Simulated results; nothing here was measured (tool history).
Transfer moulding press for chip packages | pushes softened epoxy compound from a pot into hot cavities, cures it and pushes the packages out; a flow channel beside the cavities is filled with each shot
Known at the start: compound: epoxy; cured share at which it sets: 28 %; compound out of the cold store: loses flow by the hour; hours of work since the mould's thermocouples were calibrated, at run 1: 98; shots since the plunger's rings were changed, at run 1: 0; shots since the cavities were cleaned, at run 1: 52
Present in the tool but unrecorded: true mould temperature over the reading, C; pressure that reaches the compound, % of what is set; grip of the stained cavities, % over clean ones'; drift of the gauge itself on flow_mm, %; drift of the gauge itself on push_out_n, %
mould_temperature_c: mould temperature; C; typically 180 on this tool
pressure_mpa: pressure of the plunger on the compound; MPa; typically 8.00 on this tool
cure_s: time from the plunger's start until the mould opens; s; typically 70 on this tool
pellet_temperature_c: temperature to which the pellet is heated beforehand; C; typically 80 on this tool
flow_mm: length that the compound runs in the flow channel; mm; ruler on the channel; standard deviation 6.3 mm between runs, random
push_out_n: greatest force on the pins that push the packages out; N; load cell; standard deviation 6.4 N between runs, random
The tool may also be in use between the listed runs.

run	hour	mould_temperature_c	pressure_mpa	cure_s	pellet_temperature_c	hours of work since the mould's thermocouples were calibrated	shots since the plunger's rings were changed	shots since the cavities were cleaned	incoming compound's hours out of the cold store	flow_mm	push_out_n
1	0.0	180	8.00	70	80	98	0	52	15.0	814	298
2	4.2	180	8.00	70	80	100	41	93	27.8	768	313
3	10.2	180	8.00	86	80	103	99	151	8.2	836	238
4	14.5	180	8.00	70	80	105	141	193	39.8	711	312
5	19.3	180	8.00	70	80	107	188	240	37.0	734	367
6	27.8	180	8.00	70	76	111	271	323	47.3	691	375
7	32.8	180	8.00	70	76	113	320	372	38.1	725	397
8	36.9	180	8.00	70	76	115	360	412	20.3	786	429
9	42.8	180	7.07	70	82	118	418	470	47.3	649	395
10	46.8	183	6.41	52	70	120	458	510	47.4	616	782
11	54.7	182	8.28	63	88	123	535	587	36.9	725	495

Difference, measured minus no-hidden-state, one row per run. Run-to-run variation is common to both terms; the gauge's own scatter need not be:
run	flow_mm	push_out_n
1	-2	+29
2	-3	+49
3	-4	+55
4	-3	+82
5	-4	+105
6	-4	+130
7	-6	+145
8	-7	+162
9	-6	+156
10	-7	+319
11	-9	+209

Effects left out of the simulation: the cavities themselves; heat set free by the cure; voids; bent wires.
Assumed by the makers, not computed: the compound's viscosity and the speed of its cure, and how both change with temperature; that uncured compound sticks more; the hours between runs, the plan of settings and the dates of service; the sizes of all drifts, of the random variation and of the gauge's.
